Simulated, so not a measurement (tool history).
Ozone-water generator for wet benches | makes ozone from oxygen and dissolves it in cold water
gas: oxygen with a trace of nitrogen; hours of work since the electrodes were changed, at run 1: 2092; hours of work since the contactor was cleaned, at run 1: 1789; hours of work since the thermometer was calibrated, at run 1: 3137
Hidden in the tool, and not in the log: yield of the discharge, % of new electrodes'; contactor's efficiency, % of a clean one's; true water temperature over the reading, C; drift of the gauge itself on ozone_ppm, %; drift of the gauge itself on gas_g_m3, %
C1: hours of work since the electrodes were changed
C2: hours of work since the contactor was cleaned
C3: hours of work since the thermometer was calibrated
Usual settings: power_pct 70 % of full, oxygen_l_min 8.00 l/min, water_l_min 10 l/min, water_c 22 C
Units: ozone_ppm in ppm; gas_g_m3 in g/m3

run 1 hour=0.0 | power_pct=70 oxygen_l_min=8.00 water_l_min=10 water_c=22 | C1=2092 C2=1789 C3=3137 | ozone_ppm=23.9 gas_g_m3=151.8
run 2 hour=46.5 | power_pct=70 oxygen_l_min=8.00 water_l_min=10 water_c=22 | C1=2134 C2=1831 C3=3179 | ozone_ppm=23.3 gas_g_m3=152.7
run 3 hour=73.8 | power_pct=70 oxygen_l_min=13.37 water_l_min=10 water_c=22 | C1=2158 C2=1855 C3=3204 | ozone_ppm=21.8 gas_g_m3=126.1
run 4 hour=130.7 | power_pct=70 oxygen_l_min=8.00 water_l_min=10 water_c=18 | C1=2210 C2=1906 C3=3255 | ozone_ppm=26.0 gas_g_m3=151.7
run 5 hour=189.0 | power_pct=70 oxygen_l_min=8.00 water_l_min=10 water_c=18 | C1=2262 C2=1959 C3=3307 | ozone_ppm=25.6 gas_g_m3=151.9
run 6 hour=228.1 | power_pct=70 oxygen_l_min=8.00 water_l_min=10 water_c=15 | C1=2297 C2=1994 C3=3343 | ozone_ppm=27.6 gas_g_m3=152.1
run 7 hour=266.1 | power_pct=70 oxygen_l_min=8.00 water_l_min=10 water_c=22 | C1=2332 C2=2028 C3=3377 | ozone_ppm=23.5 gas_g_m3=151.5
-- hour=281.9 contactor cleaned
run 8 hour=330.9 | power_pct=70 oxygen_l_min=8.00 water_l_min=10 water_c=18 | C1=2386 C2=44 C3=3432 | ozone_ppm=26.1 gas_g_m3=148.9
run 9 hour=363.2 | power_pct=70 oxygen_l_min=8.00 water_l_min=10 water_c=18 | C1=2415 C2=73 C3=3461 | ozone_ppm=25.9 gas_g_m3=149.9
run 10 hour=414.1 | power_pct=70 oxygen_l_min=8.00 water_l_min=10 water_c=18 | C1=2461 C2=119 C3=3506 | ozone_ppm=26.1 gas_g_m3=150.1
run 11 hour=444.5 | power_pct=70 oxygen_l_min=8.00 water_l_min=10 water_c=17 | C1=2489 C2=146 C3=3534 | ozone_ppm=26.6 gas_g_m3=149.4
run 12 hour=480.6 | power_pct=70 oxygen_l_min=5.76 water_l_min=10 water_c=17 | C1=2521 C2=179 C3=3566 | ozone_ppm=27.0 gas_g_m3=167.9
run 13 hour=536.4 | power_pct=70 oxygen_l_min=8.19 water_l_min=10 water_c=22 | C1=2571 C2=229 C3=3617 | ozone_ppm=23.3 gas_g_m3=147.9
run 14 hour=562.0 | power_pct=70 oxygen_l_min=13.10 water_l_min=10 water_c=22 | C1=2594 C2=252 C3=3640 | ozone_ppm=21.7 gas_g_m3=124.4
run 15 hour=614.4 | power_pct=70 oxygen_l_min=13.10 water_l_min=10 water_c=22 | C1=2641 C2=299 C3=3687 | ozone_ppm=21.7 gas_g_m3=124.4
run 16 hour=675.9 | power_pct=70 oxygen_l_min=13.10 water_l_min=10 water_c=22 | C1=2697 C2=355 C3=3742 | ozone_ppm=21.4 gas_g_m3=123.5
run 17 hour=720.6 | power_pct=91 oxygen_l_min=13.10 water_l_min=7 water_c=22 | C1=2737 C2=395 C3=3782 | ozone_ppm=29.3 gas_g_m3=149.4
run 18 hour=757.9 | power_pct=47 oxygen_l_min=13.10 water_l_min=7 water_c=22 | C1=2771 C2=428 C3=3816 | ozone_ppm=17.6 gas_g_m3=91.2
run 19 hour=783.2 | power_pct=81 oxygen_l_min=7.59 water_l_min=14 water_c=16 | C1=2793 C2=451 C3=3839 | ozone_ppm=25.7 gas_g_m3=168.2
run 20 hour=809.6 | power_pct=97 oxygen_l_min=8.00 water_l_min=8 water_c=17 | C1=2817 C2=475 C3=3862 | ozone_ppm=36.3 gas_g_m3=187.1
run 21 hour=850.0 | power_pct=42 oxygen_l_min=8.00 water_l_min=8 water_c=24 | C1=2853 C2=511 C3=3899 | ozone_ppm=16.4 gas_g_m3=100.1
run 22 hour=882.5 | power_pct=58 oxygen_l_min=7.14 water_l_min=7 water_c=24 | C1=2883 C2=541 C3=3928 | ozone_ppm=22.3 gas_g_m3=133.5
run 23 hour=931.5 | power_pct=70 oxygen_l_min=8.00 water_l_min=8 water_c=17 | C1=2927 C2=585 C3=3972 | ozone_ppm=28.4 gas_g_m3=147.3
run 24 hour=963.7 | power_pct=70 oxygen_l_min=8.00 water_l_min=14 water_c=22 | C1=2956 C2=614 C3=4001 | ozone_ppm=19.9 gas_g_m3=148.0
run 25 hour=992.6 | power_pct=50 oxygen_l_min=12.34 water_l_min=14 water_c=15 | C1=2982 C2=640 C3=4027 | ozone_ppm=17.6 gas_g_m3=97.3
run 26 hour=1044.4 | power_pct=70 oxygen_l_min=6.01 water_l_min=16 water_c=22 | C1=3028 C2=686 C3=4074 | ozone_ppm=18.6 gas_g_m3=164.6
run 27 hour=1087.6 | power_pct=93 oxygen_l_min=8.00 water_l_min=10 water_c=22 | C1=3067 C2=725 C3=4113 | ozone_ppm=28.3 gas_g_m3=179.5
run 28 hour=1119.5 | power_pct=93 oxygen_l_min=8.00 water_l_min=10 water_c=22 | C1=3096 C2=754 C3=4141 | ozone_ppm=28.5 gas_g_m3=179.9
run 29 hour=1149.2 | power_pct=66 oxygen_l_min=8.00 water_l_min=10 water_c=16 | C1=3123 C2=781 C3=4168 | ozone_ppm=25.1 gas_g_m3=138.8
run 30 hour=1205.2 | power_pct=66 oxygen_l_min=8.00 water_l_min=10 water_c=16 | C1=3173 C2=831 C3=4218 | ozone_ppm=25.1 gas_g_m3=139.8
run 31 hour=1253.9 | power_pct=66 oxygen_l_min=8.00 water_l_min=10 water_c=16 | C1=3217 C2=875 C3=4262 | ozone_ppm=25.2 gas_g_m3=138.0
run 32 hour=1303.0 | power_pct=70 oxygen_l_min=4.80 water_l_min=10 water_c=18 | C1=3261 C2=919 C3=4306 | ozone_ppm=25.3 gas_g_m3=175.8

Hidden state at the last listed run before each entry between runs and at the first one after, where it differs:
Between runs 7 and 8: contactor cleaned (hour 281.9)
  yield of the discharge, % of new electrodes': 91.3 -> 91.1; contactor's efficiency, % of a clean one's: 95.9 -> 99.4; true water temperature over the reading, C: 0.66 -> 0.67
  measured less the result without the state, ozone_ppm: -3.1 -> -3.1 ppm; gas_g_m3: -14.4 -> -14.5 g/m3

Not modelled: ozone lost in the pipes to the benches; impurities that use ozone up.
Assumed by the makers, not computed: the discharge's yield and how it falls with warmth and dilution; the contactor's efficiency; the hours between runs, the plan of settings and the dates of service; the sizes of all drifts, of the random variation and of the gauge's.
